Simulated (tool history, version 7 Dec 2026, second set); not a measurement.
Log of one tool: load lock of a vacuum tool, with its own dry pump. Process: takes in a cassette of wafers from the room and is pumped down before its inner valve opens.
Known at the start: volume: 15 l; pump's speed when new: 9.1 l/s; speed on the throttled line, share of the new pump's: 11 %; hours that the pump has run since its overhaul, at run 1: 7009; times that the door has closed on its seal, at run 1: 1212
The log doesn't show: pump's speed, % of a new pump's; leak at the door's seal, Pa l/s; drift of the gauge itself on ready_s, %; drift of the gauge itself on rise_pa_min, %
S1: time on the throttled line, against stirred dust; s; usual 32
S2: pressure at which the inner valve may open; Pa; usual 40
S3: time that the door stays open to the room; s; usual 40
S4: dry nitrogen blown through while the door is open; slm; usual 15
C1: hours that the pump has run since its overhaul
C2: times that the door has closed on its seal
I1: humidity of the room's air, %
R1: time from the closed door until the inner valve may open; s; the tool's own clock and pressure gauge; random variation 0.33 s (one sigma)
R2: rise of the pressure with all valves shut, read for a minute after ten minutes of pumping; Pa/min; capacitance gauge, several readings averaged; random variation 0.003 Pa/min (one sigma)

run 1 hour=0 | S1=32 S2=40 S3=40 S4=15 | C1=7009 C2=1212 | I1=43.3 | R1=42.6 R2=0.041
run 2 hour=99.3 | S1=17 S2=40 S3=40 S4=15 | C1=7108 C2=1352 | I1=46.7 | R1=29 R2=0.04
run 3 hour=190.3 | S1=17 S2=40 S3=40 S4=15 | C1=7199 C2=1481 | I1=46.4 | R1=30.1 R2=0.045
run 4 hour=258.9 | S1=26 S2=40 S3=40 S4=15 | C1=7268 C2=1578 | I1=47 | R1=37.5 R2=0.036
run 5 hour=379.1 | S1=26 S2=40 S3=40 S4=15 | C1=7388 C2=1747 | I1=46.1 | R1=36.9 R2=0.044
run 6 hour=488.9 | S1=32 S2=40 S3=40 S4=15 | C1=7498 C2=1902 | I1=44.1 | R1=42.3 R2=0.039
run 7 hour=588.5 | S1=32 S2=40 S3=40 S4=10 | C1=7598 C2=2043 | I1=45.4 | R1=43.2 R2=0.048
run 8 hour=712.8 | S1=32 S2=40 S3=40 S4=10 | C1=7722 C2=2218 | I1=46 | R1=42.3 R2=0.051
run 9 hour=813.7 | S1=32 S2=40 S3=40 S4=15 | C1=7823 C2=2360 | I1=42.9 | R1=42.4 R2=0.043
run 10 hour=941.5 | S1=29 S2=40 S3=40 S4=15 | C1=7951 C2=2541 | I1=41.2 | R1=39.3 R2=0.042
run 11 hour=1001.1 | S1=32 S2=40 S3=40 S4=15 | C1=8010 C2=2625 | I1=44 | R1=41.9 R2=0.045
run 12 hour=1122.1 | S1=31 S2=40 S3=40 S4=15 | C1=8131 C2=2795 | I1=46.1 | R1=42.2 R2=0.041
run 13 hour=1203 | S1=32 S2=40 S3=101 S4=15 | C1=8212 C2=2910 | I1=45.4 | R1=43 R2=0.065
run 14 hour=1310.4 | S1=32 S2=40 S3=101 S4=15 | C1=8319 C2=3061 | I1=45 | R1=42.5 R2=0.058
run 15 hour=1377.9 | S1=61 S2=58 S3=62 S4=12 | C1=8387 C2=3156 | I1=48.5 | R1=68.3 R2=0.06
run 16 hour=1435.4 | S1=56 S2=66 S3=60 S4=10 | C1=8445 C2=3238 | I1=41.9 | R1=62.5 R2=0.057
run 17 hour=1550.4 | S1=56 S2=66 S3=60 S4=10 | C1=8559 C2=3400 | I1=43.5 | R1=63.1 R2=0.056
run 18 hour=1676.8 | S1=32 S2=40 S3=40 S4=39 | C1=8686 C2=3578 | I1=43.1 | R1=43.3 R2=0.029
run 19 hour=1798.2 | S1=17 S2=54 S3=130 S4=14 | C1=8807 C2=3749 | I1=47.6 | R1=29 R2=0.071
run 20 hour=1878.2 | S1=17 S2=54 S3=130 S4=14 | C1=8887 C2=3862 | I1=42.5 | R1=29.3 R2=0.069
run 21 hour=2010.6 | S1=17 S2=30 S3=32 S4=14 | C1=9020 C2=4049 | I1=45.4 | R1=30.4 R2=0.042
run 22 hour=2118.9 | S1=32 S2=43 S3=40 S4=7 | C1=9128 C2=4202 | I1=40.3 | R1=43.1 R2=0.06
run 23 hour=2203.2 | S1=27 S2=43 S3=31 S4=7 | C1=9212 C2=4321 | I1=45.1 | R1=38.9 R2=0.052
run 24 hour=2319.4 | S1=32 S2=40 S3=165 S4=15 | C1=9329 C2=4485 | I1=43.8 | R1=43 R2=0.075

Measured less the same run without the tool's hidden state. The same run-to-run variation is in both; the gauge's scatter may not be:
run=1 R1=+1.1 R2=+0.002
run=2 R1=+1.3 R2=+0.002
run=3 R1=+1.3 R2=+0.002
run=4 R1=+1.1 R2=+0.002
run=5 R1=+1.2 R2=+0.003
run=6 R1=+1.1 R2=+0.003
run=7 R1=+1.2 R2=+0.003
run=8 R1=+1.1 R2=+0.003
run=9 R1=+1.2 R2=+0.003
run=10 R1=+1.2 R2=+0.003
run=11 R1=+1.2 R2=+0.003
run=12 R1=+1.3 R2=+0.004
run=13 R1=+1.3 R2=+0.003
run=14 R1=+1.3 R2=+0.003
run=15 R1=+0.8 R2=+0.003
run=16 R1=+0.8 R2=+0.004
run=17 R1=+0.9 R2=+0.004
run=18 R1=+1.4 R2=+0.004
run=19 R1=+1.6 R2=+0.004
run=20 R1=+1.6 R2=+0.004
run=21 R1=+1.8 R2=+0.004
run=22 R1=+1.5 R2=+0.004
run=23 R1=+1.6 R2=+0.004
run=24 R1=+1.5 R2=+0.004
